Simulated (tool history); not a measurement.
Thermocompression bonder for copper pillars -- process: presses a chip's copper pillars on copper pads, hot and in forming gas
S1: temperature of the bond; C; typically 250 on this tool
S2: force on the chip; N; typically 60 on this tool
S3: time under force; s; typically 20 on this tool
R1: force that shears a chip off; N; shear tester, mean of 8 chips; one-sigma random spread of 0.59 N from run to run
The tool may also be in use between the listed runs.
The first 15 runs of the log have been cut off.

run	hour	S1	S2	S3	R1
16	188.2	250	60	20	32.2
17	197.1	250	60	23	35.5
18	213.4	250	60	14	28.4
# hour 218.9: force cell calibrated, once more
19	223.6	224	60	20	22.7
20	237.9	224	60	20	21.8
21	248.1	224	60	20	22.4
22	257.0	224	60	20	22.2
23	267.3	224	60	20	21.8
24	274.5	271	60	13	36.4
25	286.1	240	79	13	28.1
26	294.1	276	47	20	39.1
27	308.2	246	38	56	35.6
28	324.0	243	69	16	30.6
29	337.3	228	76	26	29.6
30	345.8	228	76	26	29.0
31	363.0	245	36	40	30.7
32	374.1	250	60	27	35.7
33	384.9	250	60	27	36.2
34	399.5	250	60	27	36.0
35	414.2	235	60	16	24.1
36	423.3	248	49	16	27.8
37	438.0	270	70	33	53.6
38	451.6	270	70	33	51.6
39	459.2	270	70	33	51.4

Each row is a separate what-if for the run after 39, all from the same tool condition, not one after another. Results?
A	475.4	245	70	13	?
B	475.4	250	60	19	?
C	475.4	270	65	33	?

run	R1
A	29.1
B	32.6
C	49.7
Without the tool's hidden state the same runs would have given:
run	R1
A	27.5
B	30.9
C	48.2
